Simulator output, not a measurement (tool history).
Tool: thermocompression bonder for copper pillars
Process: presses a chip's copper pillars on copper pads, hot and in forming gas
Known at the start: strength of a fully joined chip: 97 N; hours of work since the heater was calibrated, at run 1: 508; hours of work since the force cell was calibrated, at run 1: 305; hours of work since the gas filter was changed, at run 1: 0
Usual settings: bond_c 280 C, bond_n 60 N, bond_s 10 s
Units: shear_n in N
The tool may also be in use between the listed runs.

| run | hour | bond_c | bond_n | bond_s | hours of work since the heater was calibrated | hours of work since the force cell was calibrated | hours of work since the gas filter was changed | shear_n |
|---|---|---|---|---|---|---|---|---|
| 1 | 0.0 | 280 | 60 | 10 | 508 | 305 | 0 | 47.7 |
| 2 | 18.8 | 280 | 60 | 10 | 521 | 317 | 13 | 48.3 |
| 3 | 49.3 | 280 | 60 | 10 | 541 | 338 | 33 | 47.7 |
| 4 | 86.9 | 280 | 60 | 10 | 566 | 363 | 59 | 48.0 |
| 5 | 121.8 | 280 | 60 | 10 | 590 | 387 | 82 | 47.5 |
| 6 | 158.3 | 280 | 60 | 10 | 615 | 412 | 107 | 48.0 |
| 7 | 184.3 | 280 | 60 | 10 | 632 | 429 | 124 | 48.3 |
| 8 | 217.1 | 280 | 82 | 10 | 654 | 451 | 146 | 56.3 |
| 9 | 243.0 | 280 | 60 | 23 | 672 | 469 | 164 | 60.4 |
| 10 | 274.7 | 266 | 60 | 23 | 693 | 490 | 185 | 51.7 |
| 11 | 294.8 | 266 | 60 | 23 | 707 | 504 | 199 | 52.8 |
|  | 300.4 | forming gas filter changed |
| 12 | 329.2 | 280 | 54 | 10 | 730 | 526 | 19 | 44.1 |
| 13 | 357.7 | 280 | 65 | 10 | 749 | 546 | 39 | 50.1 |
| 14 | 399.1 | 280 | 65 | 7 | 777 | 574 | 67 | 44.0 |
| 15 | 434.5 | 286 | 60 | 10 | 801 | 597 | 90 | 51.4 |
| 16 | 457.1 | 280 | 60 | 10 | 816 | 613 | 106 | 47.6 |
| 17 | 479.7 | 280 | 60 | 22 | 831 | 628 | 121 | 62.1 |
| 18 | 509.3 | 280 | 60 | 22 | 851 | 648 | 141 | 59.9 |
| 19 | 545.1 | 280 | 60 | 10 | 875 | 672 | 165 | 47.1 |
| 20 | 569.2 | 280 | 60 | 10 | 892 | 688 | 181 | 46.7 |
|  | 600.5 | forming gas filter changed |
| 21 | 600.5 | 258 | 51 | 9 | 912 | 709 | 0 | 28.6 |
| 22 | 634.2 | 296 | 37 | 11 | 935 | 732 | 23 | 45.2 |
| 23 | 673.0 | 296 | 37 | 11 | 961 | 758 | 49 | 43.2 |
| 24 | 701.8 | 296 | 37 | 11 | 981 | 777 | 68 | 45.5 |
| 25 | 729.0 | 296 | 37 | 11 | 999 | 796 | 87 | 42.9 |
| 26 | 762.8 | 292 | 66 | 10 | 1022 | 819 | 109 | 58.7 |
| 27 | 805.1 | 261 | 52 | 5 | 1050 | 847 | 138 | 23.9 |
| 28 | 846.9 | 302 | 56 | 9 | 1079 | 875 | 166 | 57.6 |
| 29 | 887.0 | 306 | 58 | 6 | 1106 | 902 | 193 | 54.0 |
|  | 900.5 | forming gas filter changed |
| 30 | 925.4 | 303 | 62 | 7 | 1131 | 928 | 17 | 57.5 |
| 31 | 952.8 | 276 | 86 | 7 | 1150 | 947 | 35 | 49.5 |
| 32 | 989.8 | 286 | 60 | 11 | 1175 | 971 | 60 | 52.6 |
| 33 | 1023.6 | 286 | 60 | 11 | 1197 | 994 | 83 | 53.0 |
| 34 | 1041.9 | 286 | 60 | 11 | 1210 | 1007 | 95 | 52.0 |
| 35 | 1062.0 | 280 | 87 | 27 | 1223 | 1020 | 109 | 76.9 |
| 36 | 1093.2 | 295 | 83 | 27 | 1244 | 1041 | 130 | 82.9 |

Run 37 comes next. What will it give?
| 37 | 1124.5 | 295 | 83 | 27 | 1265 | 1062 | 151 | ? |

{"run 37": {"shear_n": 82.7}}
Without the tool's hidden state the same run would have given shear_n 83.3 N.

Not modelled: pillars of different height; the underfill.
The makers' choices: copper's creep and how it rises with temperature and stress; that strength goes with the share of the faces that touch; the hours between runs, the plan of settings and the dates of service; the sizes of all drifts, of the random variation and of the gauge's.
